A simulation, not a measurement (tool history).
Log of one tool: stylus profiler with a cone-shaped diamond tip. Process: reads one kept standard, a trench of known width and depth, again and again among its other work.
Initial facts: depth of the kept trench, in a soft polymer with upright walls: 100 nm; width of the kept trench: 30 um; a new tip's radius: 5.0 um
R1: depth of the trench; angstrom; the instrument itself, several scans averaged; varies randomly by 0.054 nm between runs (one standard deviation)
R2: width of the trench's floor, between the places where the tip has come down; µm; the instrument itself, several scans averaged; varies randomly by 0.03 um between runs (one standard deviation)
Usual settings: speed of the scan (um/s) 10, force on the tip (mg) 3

Run 1, hour 0: usual settings. Result: R1 1011.9 angstrom, R2 27.88 µm.
Run 2, hour 14.3: usual settings but force on the tip (mg) 1.3. Result: R1 1006.6 angstrom, R2 27.87 µm.
Run 3, hour 30.3: usual settings but force on the tip (mg) 1.3. Result: R1 1006.8 angstrom, R2 27.87 µm.
Run 4, hour 42.5: usual settings but force on the tip (mg) 2.84. Result: R1 1011.7 angstrom, R2 27.89 µm.
Run 5, hour 57.4: usual settings but force on the tip (mg) 1.8. Result: R1 1007.3 angstrom, R2 27.85 µm.
Run 6, hour 71.1: usual settings but force on the tip (mg) 1.8. Result: R1 1008.6 angstrom, R2 27.81 µm.
Run 7, hour 91.9: usual settings but force on the tip (mg) 1.8. Result: R1 1008.4 angstrom, R2 27.87 µm.
Run 8, hour 103.6: usual settings but force on the tip (mg) 6.7. Result: R1 1020.4 angstrom, R2 27.89 µm.
Run 9, hour 125.4: usual settings but force on the tip (mg) 6.7. Result: R1 1020.4 angstrom, R2 27.89 µm.
Run 10, hour 147.5: usual settings but force on the tip (mg) 6.7. Result: R1 1020.3 angstrom, R2 27.84 µm.
Run 11, hour 163.6: usual settings. Result: R1 1011.3 angstrom, R2 27.86 µm.
Run 12, hour 185.3: usual settings but force on the tip (mg) 5.18. Result: R1 1017.7 angstrom, R2 27.8 µm.
Run 13, hour 205.9: usual settings but force on the tip (mg) 5.18. Result: R1 1016.3 angstrom, R2 27.81 µm.
Run 14, hour 224.7: usual settings. Result: R1 1011.4 angstrom, R2 27.78 µm.
Run 15, hour 246: usual settings. Result: R1 1012.1 angstrom, R2 27.79 µm.
Run 16, hour 260.5: usual settings. Result: R1 1011.5 angstrom, R2 27.82 µm.
Run 17, hour 274.7: usual settings. Result: R1 1011.7 angstrom, R2 27.8 µm.
Run 18, hour 286.4: usual settings. Result: R1 1012.1 angstrom, R2 27.78 µm.
Run 19, hour 299: usual settings. Result: R1 1011.5 angstrom, R2 27.83 µm.
Run 20, hour 309.9: usual settings but force on the tip (mg) 1.11. Result: R1 1006 angstrom, R2 27.69 µm.
Run 21, hour 330.7: usual settings but force on the tip (mg) 1.11. Result: R1 1005.2 angstrom, R2 27.74 µm.
Run 22, hour 342.6: usual settings but speed of the scan (um/s) 4, force on the tip (mg) 2.95. Result: R1 1011.1 angstrom, R2 27.85 µm.
Run 23, hour 352.3: usual settings but speed of the scan (um/s) 4, force on the tip (mg) 2.95. Result: R1 1012.1 angstrom, R2 27.81 µm.
Run 24, hour 365.1: usual settings but speed of the scan (um/s) 4, force on the tip (mg) 2.95. Result: R1 1010.5 angstrom, R2 27.77 µm.
Run 25, hour 383.3: usual settings but speed of the scan (um/s) 4, force on the tip (mg) 2.95. Result: R1 1011.3 angstrom, R2 27.81 µm.
Run 26, hour 401.4: usual settings but speed of the scan (um/s) 37, force on the tip (mg) 3.89. Result: R1 1014.4 angstrom, R2 27.67 µm.
Run 27, hour 420: usual settings but speed of the scan (um/s) 2, force on the tip (mg) 3.59. Result: R1 1011.9 angstrom, R2 27.78 µm.
Run 28, hour 437.8: usual settings but speed of the scan (um/s) 2, force on the tip (mg) 3.59. Result: R1 1012.2 angstrom, R2 27.74 µm.
Run 29, hour 456.5: usual settings but speed of the scan (um/s) 12, force on the tip (mg) 3.66. Result: R1 1012.9 angstrom, R2 27.71 µm.
Run 30, hour 469.2: usual settings but speed of the scan (um/s) 7, force on the tip (mg) 5.19. Result: R1 1017 angstrom, R2 27.76 µm.
Run 31, hour 485.1: usual settings but speed of the scan (um/s) 7, force on the tip (mg) 5.19. Result: R1 1015.3 angstrom, R2 27.75 µm.
Run 32, hour 503.5: usual settings but speed of the scan (um/s) 5, force on the tip (mg) 2.85. Result: R1 1010.9 angstrom, R2 27.76 µm.
Run 33, hour 517.2: usual settings but speed of the scan (um/s) 5, force on the tip (mg) 2.85. Result: R1 1010.7 angstrom, R2 27.7 µm.
Run 34, hour 526.6: usual settings but speed of the scan (um/s) 12, force on the tip (mg) 1.63. Result: R1 1007.4 angstrom, R2 27.64 µm.
Run 35, hour 541: usual settings but speed of the scan (um/s) 12, force on the tip (mg) 1.63. Result: R1 1008 angstrom, R2 27.65 µm.
Run 36, hour 561.1: usual settings but speed of the scan (um/s) 4, force on the tip (mg) 4.09. Result: R1 1013.9 angstrom, R2 27.79 µm.
Run 37, hour 583.1: usual settings but speed of the scan (um/s) 17, force on the tip (mg) 2.45. Result: R1 1009.3 angstrom, R2 27.61 µm.
Run 38, hour 603.4: usual settings but speed of the scan (um/s) 17, force on the tip (mg) 2.45. Result: R1 1009.7 angstrom, R2 27.61 µm.
Run 39, hour 620.9: usual settings but speed of the scan (um/s) 3, force on the tip (mg) 2.45. Result: R1 1009 angstrom, R2 27.7 µm.
Run 40, hour 641.4: usual settings but speed of the scan (um/s) 7, force on the tip (mg) 2.63. Result: R1 1010 angstrom, R2 27.69 µm.

Predict each of these 5 candidate next runs independently; none follows another, all start after run 40:
Run A, hour 653.6: usual settings but speed of the scan (um/s) 6, force on the tip (mg) 2.21. Result: R1 ?, R2 ?.
Run B, hour 653.6: usual settings but speed of the scan (um/s) 11. Result: R1 ?, R2 ?.
Run C, hour 653.6: usual settings but speed of the scan (um/s) 7. Result: R1 ?, R2 ?.
Run D, hour 653.6: usual settings but speed of the scan (um/s) 14, force on the tip (mg) 5.66. Result: R1 ?, R2 ?.
Run E, hour 653.6: usual settings but speed of the scan (um/s) 2, force on the tip (mg) 5.64. Result: R1 ?, R2 ?.

run      R1     R2
  A  1008.8  27.67
  B  1011.9  27.72
  C  1010.6   27.7
  D  1017.2  27.64
  E    1018  27.73
Had the tool no hidden state, the same runs would have come out as:
run      R1     R2
  A  1009.9  27.97
  B  1012.9  28.02
  C  1011.6  28.01
  D  1018.2  27.95
  E    1019  28.03

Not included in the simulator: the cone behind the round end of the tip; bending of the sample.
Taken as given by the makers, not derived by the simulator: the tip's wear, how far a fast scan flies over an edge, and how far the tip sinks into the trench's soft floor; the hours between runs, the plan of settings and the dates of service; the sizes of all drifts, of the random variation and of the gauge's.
